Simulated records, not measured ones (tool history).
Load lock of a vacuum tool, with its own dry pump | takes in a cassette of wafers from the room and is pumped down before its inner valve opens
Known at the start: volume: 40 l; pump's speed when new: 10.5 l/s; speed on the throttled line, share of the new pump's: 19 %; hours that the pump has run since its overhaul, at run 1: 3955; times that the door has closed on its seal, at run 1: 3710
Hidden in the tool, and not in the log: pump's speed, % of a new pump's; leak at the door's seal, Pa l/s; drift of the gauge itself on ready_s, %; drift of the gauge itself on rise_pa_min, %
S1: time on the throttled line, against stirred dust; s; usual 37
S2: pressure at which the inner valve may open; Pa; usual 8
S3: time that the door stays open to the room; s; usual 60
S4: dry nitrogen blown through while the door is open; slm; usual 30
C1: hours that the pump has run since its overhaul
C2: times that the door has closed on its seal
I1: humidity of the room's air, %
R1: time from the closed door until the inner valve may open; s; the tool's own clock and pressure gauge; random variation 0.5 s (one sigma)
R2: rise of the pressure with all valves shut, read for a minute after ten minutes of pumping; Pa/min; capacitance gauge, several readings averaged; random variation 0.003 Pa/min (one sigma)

Run 1, day 0: usual settings; C1 3955; C2 3710; I1 43.3. Result: R1 69.9 s, R2 0.032 Pa/min.
Run 2, day 5.292: usual settings; C1 4082; C2 3841; I1 47.2. Result: R1 69.1 s, R2 0.034 Pa/min.
Run 3, day 11.004: usual settings; C1 4219; C2 3983; I1 43.7. Result: R1 69.2 s, R2 0.034 Pa/min.
Run 4, day 15.304: usual settings; C1 4322; C2 4089; I1 42.8. Result: R1 69.7 s, R2 0.03 Pa/min.
Run 5, day 21.829: usual settings; C1 4479; C2 4251; I1 46.5. Result: R1 69.1 s, R2 0.035 Pa/min.
Run 6, day 25.625: usual settings but S4 6 slm; C1 4570; C2 4345; I1 40.8. Result: R1 69.6 s, R2 0.046 Pa/min.
Run 7, day 29.142: usual settings but S4 6 slm; C1 4655; C2 4432; I1 46.8. Result: R1 70.2 s, R2 0.058 Pa/min.
Run 8, day 31.988: usual settings but S4 6 slm; C1 4723; C2 4503; I1 43.1. Result: R1 69.4 s, R2 0.06 Pa/min.
Run 9, day 36.404: usual settings but S1 54 s; C1 4829; C2 4612; I1 44.2. Result: R1 82.2 s, R2 0.039 Pa/min.
Run 10, day 42.258: usual settings but S1 54 s; C1 4969; C2 4757; I1 42.1. Result: R1 84.1 s, R2 0.026 Pa/min.
Run 11, day 48.038: usual settings but S1 54 s; C1 5108; C2 4900; I1 43.5. Result: R1 83.2 s, R2 0.036 Pa/min.
Run 12, day 51.362: usual settings but S1 54 s; C1 5188; C2 4983; I1 48.7. Result: R1 84 s, R2 0.04 Pa/min.
Run 13, day 56.162: usual settings but S3 148 s; C1 5303; C2 5101; I1 44.6. Result: R1 71.1 s, R2 0.038 Pa/min.
Run 14, day 59.971: usual settings but S1 35 s, S2 11 Pa; C1 5394; C2 5196; I1 46.2. Result: R1 67.4 s, R2 0.04 Pa/min.
Run 15, day 63.367: usual settings but S1 35 s, S2 11 Pa, S3 203 s, S4 6 slm; C1 5476; C2 5280; I1 44.7. Result: R1 68.3 s, R2 0.079 Pa/min.
Run 16, day 68.9: usual settings but S2 14 Pa, S4 22 slm; C1 5609; C2 5417; I1 40.4. Result: R1 68.4 s, R2 0.04 Pa/min.
Run 17, day 75.267: usual settings but S1 54 s, S2 7 Pa, S4 6 slm; C1 5762; C2 5575; I1 40.9. Result: R1 84.6 s, R2 0.053 Pa/min.
Run 18, day 80.308: usual settings but S1 32 s, S2 12 Pa, S3 80 s; C1 5883; C2 5699; I1 45.5. Result: R1 66.1 s, R2 0.037 Pa/min.
Run 19, day 83.346: usual settings but S1 32 s, S2 12 Pa, S3 80 s; C1 5955; C2 5775; I1 46.9. Result: R1 66.2 s, R2 0.045 Pa/min.
Run 20, day 87.638: usual settings but S1 32 s, S2 12 Pa, S3 80 s; C1 6058; C2 5881; I1 44. Result: R1 66.3 s, R2 0.037 Pa/min.
Run 21, day 92.746: usual settings but S3 119 s, S4 4 slm; C1 6181; C2 6008; I1 45.5. Result: R1 72.2 s, R2 0.084 Pa/min.
Run 22, day 96.067: usual settings but S1 36 s, S3 45 s, S4 38 slm; C1 6261; C2 6090; I1 45.5. Result: R1 70.7 s, R2 0.037 Pa/min.
Run 23, day 99.354: usual settings but S1 28 s, S2 7 Pa, S3 45 s, S4 11 slm; C1 6340; C2 6171; I1 43.9. Result: R1 65.6 s, R2 0.053 Pa/min.
Run 24, day 102.354: usual settings but S1 72 s, S2 16 Pa; C1 6412; C2 6245; I1 44.7. Result: R1 95.2 s, R2 0.041 Pa/min.
Run 25, day 107.15: usual settings but S1 19 s, S2 12 Pa, S3 29 s, S4 45 slm; C1 6527; C2 6364; I1 47.1. Result: R1 56.6 s, R2 0.033 Pa/min.

Some steps in R1 between neighbouring runs. How much of each would the tool show without its hidden state too (settings, what came in, random variation), and how much is left for the hidden state, with any gauge scatter that isn't in both results?
Run 23 -> 24: S1 28 -> 72, S2 7 -> 16, S3 45 -> 60, S4 11 -> 30. R1 +29.6 s: hidden state -2.2, all else +31.8.
Run 24 -> 25: S1 72 -> 19, S2 16 -> 12, S3 60 -> 29, S4 30 -> 45. R1 -38.6 s: hidden state +2.3, all else -40.9.
